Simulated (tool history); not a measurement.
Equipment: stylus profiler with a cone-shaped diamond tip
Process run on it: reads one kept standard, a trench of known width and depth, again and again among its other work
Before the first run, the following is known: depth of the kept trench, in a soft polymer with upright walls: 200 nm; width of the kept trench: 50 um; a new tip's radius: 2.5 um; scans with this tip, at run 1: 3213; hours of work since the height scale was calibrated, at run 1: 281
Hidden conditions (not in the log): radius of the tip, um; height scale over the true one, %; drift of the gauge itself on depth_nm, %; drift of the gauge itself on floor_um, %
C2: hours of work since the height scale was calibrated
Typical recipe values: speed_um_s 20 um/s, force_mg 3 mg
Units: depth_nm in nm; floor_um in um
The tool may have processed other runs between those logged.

{"run": 1, "hour": 0.0, "speed_um_s": 20, "force_mg": 3, "scans with this tip": 3213, "C2": 281, "depth_nm": 203.16, "floor_um": 48}
{"run": 2, "hour": 71.3, "speed_um_s": 20, "force_mg": 3, "scans with this tip": 3690, "C2": 323, "depth_nm": 203.15, "floor_um": 47.99}
{"run": 3, "hour": 128.2, "speed_um_s": 20, "force_mg": 3, "scans with this tip": 4071, "C2": 356, "depth_nm": 203.16, "floor_um": 47.97}
{"run": 4, "hour": 210.6, "speed_um_s": 20, "force_mg": 1.43, "scans with this tip": 4622, "C2": 404, "depth_nm": 201.97, "floor_um": 47.98}
{"run": 5, "hour": 274.0, "speed_um_s": 8, "force_mg": 1.43, "scans with this tip": 5045, "C2": 441, "depth_nm": 202.13, "floor_um": 47.98}
{"run": 6, "hour": 337.7, "speed_um_s": 8, "force_mg": 1.43, "scans with this tip": 5471, "C2": 479, "depth_nm": 202.01, "floor_um": 48}
{"run": 7, "hour": 414.1, "speed_um_s": 20, "force_mg": 3, "scans with this tip": 5982, "C2": 523, "depth_nm": 203.28, "floor_um": 47.91}
{"run": 8, "hour": 496.6, "speed_um_s": 20, "force_mg": 1.75, "scans with this tip": 6534, "C2": 572, "depth_nm": 202.27, "floor_um": 47.98}
{"run": 9, "hour": 580.5, "speed_um_s": 20, "force_mg": 1.75, "scans with this tip": 7095, "C2": 621, "depth_nm": 202.43, "floor_um": 47.97}
{"run": 10, "hour": 627.1, "speed_um_s": 20, "force_mg": 3.85, "scans with this tip": 7407, "C2": 648, "depth_nm": 203.62, "floor_um": 47.96}
{"run": 11, "hour": 674.3, "speed_um_s": 20, "force_mg": 3.85, "scans with this tip": 7723, "C2": 676, "depth_nm": 203.67, "floor_um": 48}
{"run": 12, "hour": 733.6, "speed_um_s": 20, "force_mg": 3.85, "scans with this tip": 8119, "C2": 710, "depth_nm": 203.72, "floor_um": 48.04}
{"run": 13, "hour": 796.1, "speed_um_s": 20, "force_mg": 3.85, "scans with this tip": 8537, "C2": 747, "depth_nm": 203.78, "floor_um": 47.98}
{"run": 14, "hour": 881.0, "speed_um_s": 20, "force_mg": 3.85, "scans with this tip": 9105, "C2": 797, "depth_nm": 203.73, "floor_um": 48}
{"run": 15, "hour": 972.2, "speed_um_s": 20, "force_mg": 3, "scans with this tip": 9714, "C2": 850, "depth_nm": 203.18, "floor_um": 47.98}
{"run": 16, "hour": 1035.9, "speed_um_s": 20, "force_mg": 4.78, "scans with this tip": 10141, "C2": 887, "depth_nm": 204.22, "floor_um": 48}
{"run": 17, "hour": 1099.9, "speed_um_s": 20, "force_mg": 3, "scans with this tip": 10568, "C2": 925, "depth_nm": 203.09, "floor_um": 47.94}
{"run": 18, "hour": 1180.7, "speed_um_s": 20, "force_mg": 3, "scans with this tip": 11109, "C2": 972, "depth_nm": 203.09, "floor_um": 47.97}
{"run": 19, "hour": 1245.8, "speed_um_s": 20, "force_mg": 1.66, "scans with this tip": 11544, "C2": 1010, "depth_nm": 202.18, "floor_um": 48}
{"run": 20, "hour": 1285.3, "speed_um_s": 20, "force_mg": 1.66, "scans with this tip": 11808, "C2": 1033, "depth_nm": 202.19, "floor_um": 47.95}
{"run": 21, "hour": 1377.7, "speed_um_s": 20, "force_mg": 3, "scans with this tip": 12426, "C2": 1087, "depth_nm": 203.03, "floor_um": 48}
{"run": 22, "hour": 1419.0, "speed_um_s": 20, "force_mg": 3, "scans with this tip": 12702, "C2": 1111, "depth_nm": 203.28, "floor_um": 47.98}
{"run": 23, "hour": 1498.5, "speed_um_s": 20, "force_mg": 3, "scans with this tip": 13234, "C2": 1158, "depth_nm": 203.01, "floor_um": 47.95}
{"run": 24, "hour": 1574.7, "speed_um_s": 15, "force_mg": 1.9, "scans with this tip": 13743, "C2": 1203, "depth_nm": 202.36, "floor_um": 48.04}
{"run": 25, "hour": 1617.4, "speed_um_s": 41, "force_mg": 4.94, "scans with this tip": 14029, "C2": 1228, "depth_nm": 204.65, "floor_um": 47.97}
{"run": 26, "hour": 1698.4, "speed_um_s": 10, "force_mg": 1.71, "scans with this tip": 14571, "C2": 1275, "depth_nm": 202.33, "floor_um": 48.01}
{"run": 27, "hour": 1787.4, "speed_um_s": 10, "force_mg": 1.71, "scans with this tip": 15166, "C2": 1327, "depth_nm": 202.13, "floor_um": 48.03}
{"run": 28, "hour": 1869.4, "speed_um_s": 10, "force_mg": 1.71, "scans with this tip": 15714, "C2": 1375, "depth_nm": 202.28, "floor_um": 47.99}
{"run": 29, "hour": 1932.7, "speed_um_s": 10, "force_mg": 3.8, "scans with this tip": 16137, "C2": 1412, "depth_nm": 203.65, "floor_um": 48.01}
{"run": 30, "hour": 1971.9, "speed_um_s": 8, "force_mg": 6, "scans with this tip": 16400, "C2": 1435, "depth_nm": 204.99, "floor_um": 48.01}
{"run": 31, "hour": 2013.7, "speed_um_s": 8, "force_mg": 6, "scans with this tip": 16679, "C2": 1459, "depth_nm": 205.06, "floor_um": 47.96}
{"run": 32, "hour": 2077.1, "speed_um_s": 62, "force_mg": 6.57, "scans with this tip": 17102, "C2": 1496, "depth_nm": 205.62, "floor_um": 47.92}
{"run": 33, "hour": 2166.5, "speed_um_s": 62, "force_mg": 6.57, "scans with this tip": 17700, "C2": 1549, "depth_nm": 205.36, "floor_um": 47.94}
{"run": 34, "hour": 2258.8, "speed_um_s": 62, "force_mg": 6.57, "scans with this tip": 18318, "C2": 1603, "depth_nm": 205.3, "floor_um": 47.95}
{"run": 35, "hour": 2305.6, "speed_um_s": 31, "force_mg": 2.67, "scans with this tip": 18631, "C2": 1630, "depth_nm": 202.95, "floor_um": 47.92}
{"run": 36, "hour": 2385.0, "speed_um_s": 8, "force_mg": 8.85, "scans with this tip": 19162, "C2": 1677, "depth_nm": 206.5, "floor_um": 47.98}
{"run": 37, "hour": 2422.5, "speed_um_s": 64, "force_mg": 4.14, "scans with this tip": 19413, "C2": 1699, "depth_nm": 203.82, "floor_um": 47.92}
{"run": 38, "hour": 2491.1, "speed_um_s": 64, "force_mg": 4.14, "scans with this tip": 19871, "C2": 1739, "depth_nm": 204.06, "floor_um": 48}
{"run": 39, "hour": 2578.5, "speed_um_s": 41, "force_mg": 3.96, "scans with this tip": 20455, "C2": 1790, "depth_nm": 203.65, "floor_um": 48}
{"run": 40, "hour": 2648.0, "speed_um_s": 20, "force_mg": 3.87, "scans with this tip": 20920, "C2": 1831, "depth_nm": 203.67, "floor_um": 47.98}
{"run": 41, "hour": 2730.2, "speed_um_s": 20, "force_mg": 3.87, "scans with this tip": 21470, "C2": 1879, "depth_nm": 203.69, "floor_um": 48.01}
{"run": 42, "hour": 2819.3, "speed_um_s": 22, "force_mg": 8.15, "scans with this tip": 22066, "C2": 1931, "depth_nm": 206.22, "floor_um": 47.99}
{"run": 43, "hour": 2898.3, "speed_um_s": 22, "force_mg": 8.15, "scans with this tip": 22594, "C2": 1977, "depth_nm": 206.29, "floor_um": 47.97}
{"run": 44, "hour": 2937.8, "speed_um_s": 36, "force_mg": 2.79, "scans with this tip": 22858, "C2": 2000, "depth_nm": 203.01, "floor_um": 47.92}
{"run": 45, "hour": 3028.4, "speed_um_s": 42, "force_mg": 3.01, "scans with this tip": 23464, "C2": 2053, "depth_nm": 203.09, "floor_um": 47.94}

Results per run with the tool's hidden condition removed, run-to-run variation unchanged:
run=1 floor_um=48.01
run=2 floor_um=48
run=3 floor_um=47.97
run=4 floor_um=47.99
run=5 floor_um=47.99
run=6 floor_um=48
run=7 floor_um=47.92
run=8 floor_um=47.99
run=9 floor_um=47.98
run=10 floor_um=47.97
run=11 floor_um=48.01
run=12 floor_um=48.05
run=13 floor_um=47.99
run=14 floor_um=48.01
run=15 floor_um=47.99
run=16 floor_um=48.01
run=17 floor_um=47.95
run=18 floor_um=47.99
run=19 floor_um=48.01
run=20 floor_um=47.97
run=21 floor_um=48.01
run=22 floor_um=47.99
run=23 floor_um=47.97
run=24 floor_um=48.06
run=25 floor_um=47.99
run=26 floor_um=48.03
run=27 floor_um=48.05
run=28 floor_um=48.01
run=29 floor_um=48.03
run=30 floor_um=48.03
run=31 floor_um=47.98
run=32 floor_um=47.94
run=33 floor_um=47.96
run=34 floor_um=47.98
run=35 floor_um=47.94
run=36 floor_um=48
run=37 floor_um=47.95
run=38 floor_um=48.03
run=39 floor_um=48.02
run=40 floor_um=48.01
run=41 floor_um=48.04
run=42 floor_um=48.02
run=43 floor_um=48
run=44 floor_um=47.95
run=45 floor_um=47.97
depth_nm: at most 0.05 nm away from the measurement, every run.
